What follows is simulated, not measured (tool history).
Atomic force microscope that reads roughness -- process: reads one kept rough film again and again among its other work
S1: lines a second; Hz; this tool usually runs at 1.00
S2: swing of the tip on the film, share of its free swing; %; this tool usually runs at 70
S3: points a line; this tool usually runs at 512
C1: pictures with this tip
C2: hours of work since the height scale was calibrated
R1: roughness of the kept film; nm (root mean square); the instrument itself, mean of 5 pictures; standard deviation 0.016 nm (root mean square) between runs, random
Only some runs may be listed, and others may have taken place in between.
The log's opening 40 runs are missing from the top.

{"run": 41, "hour": 381.4, "S1": 1.36, "S2": 63, "S3": 353, "C1": 118, "C2": 311, "R1": 3.8}
{"run": 42, "hour": 391.8, "S1": 3.57, "S2": 57, "S3": 694, "C1": 134, "C2": 316, "R1": 3.706}
{"run": 43, "hour": 404.3, "S1": 3.57, "S2": 57, "S3": 694, "C1": 154, "C2": 322, "R1": 3.67}
{"run": 44, "hour": 416.7, "S1": 1.0, "S2": 78, "S3": 420, "C1": 173, "C2": 328, "R1": 3.651}
{"run": 45, "hour": 424.5, "S1": 1.0, "S2": 78, "S3": 420, "C1": 186, "C2": 331, "R1": 3.644}
{"run": 46, "hour": 429.9, "S1": 1.23, "S2": 61, "S3": 512, "C1": 194, "C2": 334, "R1": 3.842}
{"run": 47, "hour": 441.0, "S1": 1.23, "S2": 61, "S3": 512, "C1": 212, "C2": 339, "R1": 3.858}
{"run": 48, "hour": 449.4, "S1": 1.23, "S2": 61, "S3": 512, "C1": 225, "C2": 343, "R1": 3.839}
{"run": 49, "hour": 458.6, "S1": 1.23, "S2": 61, "S3": 512, "C1": 239, "C2": 347, "R1": 3.834}
{"run": 50, "hour": 468.8, "S1": 0.63, "S2": 61, "S3": 512, "C1": 255, "C2": 351, "R1": 3.925}
{"hour": 470.0, "done": "new tip fitted"}
{"run": 51, "hour": 480.2, "S1": 0.63, "S2": 61, "S3": 512, "C1": 16, "C2": 356, "R1": 3.944}
{"run": 52, "hour": 490.1, "S1": 1.0, "S2": 73, "S3": 409, "C1": 31, "C2": 361, "R1": 3.747}
{"run": 53, "hour": 496.6, "S1": 0.5, "S2": 66, "S3": 371, "C1": 41, "C2": 364, "R1": 3.928}
{"run": 54, "hour": 507.6, "S1": 1.25, "S2": 72, "S3": 474, "C1": 59, "C2": 369, "R1": 3.69}

Predict each of these 4 candidate next runs independently; none follows another, all start after run 54:
{"run": "A", "hour": 520.6, "S1": 1.0, "S2": 79, "S3": 688, "C1": 79, "C2": 375, "R1": "?"}
{"run": "B", "hour": 520.6, "S1": 1.25, "S2": 81, "S3": 270, "C1": 79, "C2": 375, "R1": "?"}
{"run": "C", "hour": 520.6, "S1": 0.81, "S2": 69, "S3": 474, "C1": 79, "C2": 375, "R1": "?"}
{"run": "D", "hour": 520.6, "S1": 1.0, "S2": 89, "S3": 512, "C1": 79, "C2": 375, "R1": "?"}

run=A R1=3.660
run=B R1=3.486
run=C R1=3.837
run=D R1=3.429
Had the tool no hidden state, the same runs would have come out as:
run=A R1=3.665
run=B R1=3.491
run=C R1=3.843
run=D R1=3.434
